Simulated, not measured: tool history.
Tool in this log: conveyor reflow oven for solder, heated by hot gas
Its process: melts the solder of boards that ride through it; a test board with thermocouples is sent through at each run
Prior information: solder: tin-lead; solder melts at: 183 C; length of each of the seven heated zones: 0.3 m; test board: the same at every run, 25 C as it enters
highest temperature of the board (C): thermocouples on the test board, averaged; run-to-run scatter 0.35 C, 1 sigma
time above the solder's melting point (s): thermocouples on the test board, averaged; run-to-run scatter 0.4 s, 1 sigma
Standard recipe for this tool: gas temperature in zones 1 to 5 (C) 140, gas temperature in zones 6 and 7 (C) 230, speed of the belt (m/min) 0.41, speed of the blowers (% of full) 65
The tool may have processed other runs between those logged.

run   hour  gas temperature in zones 1 to 5 (C)  gas temperature in zones 6 and 7 (C)  speed of the belt (m/min)  speed of the blowers (% of full)  highest temperature of the board (C)  time above the solder's melting point (s)
  1      0                                  140                                   230                       0.41                                65                                   213                                       63.8
  2   35.8                                  140                                   230                       0.41                                65                                 212.5                                       63.2
  3   79.5                                  140                                   230                       0.41                                65                                 212.3                                       62.4
  4  122.5                                  140                                   230                       0.41                                65                                 212.7                                       62.7
  5  156.7                                  140                                   230                       0.41                                65                                 212.1                                       62.4
  6  225.5                                  140                                   230                       0.41                                65                                   212                                       61.9
  7  258.6                                  140                                   230                       0.41                                65                                   212                                       61.3
  8  325.6                                  140                                   230                       0.41                                65                                 211.8                                       60.4
  9    374                                  140                                   230                       0.41                                65                                   211                                       60.6
 10    411                                  127                                   239                       0.42                                61                                 213.4                                       56.5
     476.6  -- belt drive overhauled, speed set with a stopwatch
 11  480.2                                  127                                   220                      0.368                                61                                 201.6                                       48.9
 12  536.2                                  150                                   222                      0.441                                51                                 199.6                                       43.4
 13  577.6                                  150                                   222                      0.441                                51                                 198.8                                       43.2
 14  615.2                                  150                                   222                      0.441                                51                                 198.4                                       42.6
 15  644.7                                  127                                   228                      0.441                                52                                 197.9                                       31.8
     681.9  -- flux residue cleaned out of gas plates and filters
 16  694.5                                  127                                   228                      0.441                                52                                 200.7                                       38.7
 17  725.8                                  139                                   230                      0.334                                73                                 218.8                                       86.3
 18  760.9                                  140                                   230                      0.399                                65                                 212.4                                       65.4

Branching from run 18: 4 alternative next runs. What would each branch give?
  A   810                                  140                                   218                      0.408                                65                                     ?                                          ?
  B   810                                  140                                   230                       0.41                                50                                     ?                                          ?
  C   810                                  140                                   225                       0.41                                60                                     ?                                          ?
  D   810                                  128                                   230                      0.342                                57                                     ?                                          ?

run  highest temperature of the board (C)  time above the solder's melting point (s)
  A                                 201.5                                       49.5
  B                                 206.8                                       54.3
  C                                 206.3                                       54.3
  D                                 213.2                                       70.8
The same runs, with their run-to-run variation unchanged, on a tool lacking any hidden condition would have given:
run  highest temperature of the board (C)  time above the solder's melting point (s)
  A                                 205.1                                       54.6
  B                                 210.3                                       58.5
  C                                 209.9                                       58.6
  D                                 216.9                                       74.9
